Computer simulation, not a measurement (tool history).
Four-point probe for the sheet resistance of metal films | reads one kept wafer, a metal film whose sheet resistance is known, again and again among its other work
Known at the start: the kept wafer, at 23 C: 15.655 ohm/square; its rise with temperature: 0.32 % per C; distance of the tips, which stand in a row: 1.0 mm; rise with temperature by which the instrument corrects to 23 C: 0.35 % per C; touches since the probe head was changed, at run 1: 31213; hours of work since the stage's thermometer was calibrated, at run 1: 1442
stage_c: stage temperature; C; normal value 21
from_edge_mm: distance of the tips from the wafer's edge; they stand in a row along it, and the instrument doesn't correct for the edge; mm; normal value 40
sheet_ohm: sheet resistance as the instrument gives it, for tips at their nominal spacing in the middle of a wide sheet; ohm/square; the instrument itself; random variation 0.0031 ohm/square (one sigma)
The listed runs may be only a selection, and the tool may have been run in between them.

| run | hour | stage_c | from_edge_mm | touches since the probe head was changed | hours of work since the stage's thermometer was calibrated | sheet_ohm |
|---|---|---|---|---|---|---|
| 1 | 0.0 | 21 | 40 | 31213 | 1442 | 15.744884 |
| 2 | 24.4 | 21 | 9 | 31925 | 1455 | 15.846647 |
| 3 | 50.6 | 28 | 40 | 32690 | 1469 | 15.714578 |
| 4 | 69.4 | 28 | 40 | 33238 | 1479 | 15.715319 |
| 5 | 85.8 | 21 | 40 | 33716 | 1487 | 15.750919 |
| 6 | 107.3 | 21 | 40 | 34345 | 1499 | 15.747542 |
| 7 | 126.5 | 21 | 40 | 34904 | 1509 | 15.753017 |
| 8 | 143.9 | 21 | 40 | 35413 | 1518 | 15.754285 |
| 9 | 167.9 | 21 | 5 | 36111 | 1531 | 16.082056 |
| 10 | 187.8 | 21 | 5 | 36693 | 1542 | 16.082897 |
| 11 | 201.8 | 21 | 40 | 37102 | 1549 | 15.755836 |
| 12 | 231.1 | 25 | 40 | 37954 | 1565 | 15.734212 |
| 13 | 247.1 | 21 | 40 | 38422 | 1573 | 15.758176 |
| 14 | 262.1 | 21 | 40 | 38859 | 1581 | 15.756993 |
| 15 | 279.6 | 21 | 40 | 39369 | 1591 | 15.757296 |
| 16 | 292.9 | 21 | 40 | 39759 | 1598 | 15.760531 |
| 17 | 321.1 | 21 | 40 | 40582 | 1613 | 15.762414 |
|  | 324.5 | stage's thermometer calibrated |
| 18 | 335.9 | 24 | 74 | 40997 | 6 | 15.749708 |
| 19 | 352.6 | 19 | 23 | 41486 | 15 | 15.788053 |
| 20 | 371.4 | 19 | 23 | 42035 | 25 | 15.784934 |
| 21 | 399.8 | 20 | 11 | 42864 | 40 | 15.834544 |
| 22 | 413.4 | 20 | 11 | 43259 | 47 | 15.845042 |
| 23 | 425.7 | 26 | 25 | 43619 | 54 | 15.750142 |
|  | 453.2 | stage's thermometer calibrated, once more |
| 24 | 453.2 | 26 | 25 | 44406 | 0 | 15.743118 |
| 25 | 466.0 | 25 | 14 | 44780 | 7 | 15.773670 |
| 26 | 484.5 | 22 | 37 | 45319 | 17 | 15.750343 |
| 27 | 508.6 | 22 | 37 | 46022 | 30 | 15.749446 |
| 28 | 528.2 | 22 | 37 | 46592 | 40 | 15.750806 |
| 29 | 540.5 | 24 | 8 | 46953 | 47 | 15.871548 |
| 30 | 566.4 | 21 | 33 | 47707 | 60 | 15.763293 |
| 31 | 581.8 | 24 | 4 | 48157 | 69 | 16.251417 |
| 32 | 610.3 | 24 | 4 | 48989 | 84 | 16.251179 |
| 33 | 623.4 | 22 | 12 | 49369 | 91 | 15.816250 |
| 34 | 646.3 | 24 | 13 | 50040 | 103 | 15.795337 |

Here are 5 independent what-if runs from the current tool condition. What would each one return?
| A | 661.2 | 21 | 6 | 50474 | 111 | ? |
| B | 661.2 | 29 | 28 | 50474 | 111 | ? |
| C | 661.2 | 20 | 7 | 50474 | 111 | ? |
| D | 661.2 | 31 | 13 | 50474 | 111 | ? |
| E | 661.2 | 30 | 40 | 50474 | 111 | ? |

| run | sheet_ohm |
|---|---|
| A | 15.990002 |
| B | 15.722553 |
| C | 15.929926 |
| D | 15.759305 |
| E | 15.720451 |
Stripped of hidden state, with their random variation kept, the same runs would have yielded:
| run | sheet_ohm |
|---|---|
| A | 15.896369 |
| B | 15.630379 |
| C | 15.836617 |
| D | 15.666933 |
| E | 15.628286 |

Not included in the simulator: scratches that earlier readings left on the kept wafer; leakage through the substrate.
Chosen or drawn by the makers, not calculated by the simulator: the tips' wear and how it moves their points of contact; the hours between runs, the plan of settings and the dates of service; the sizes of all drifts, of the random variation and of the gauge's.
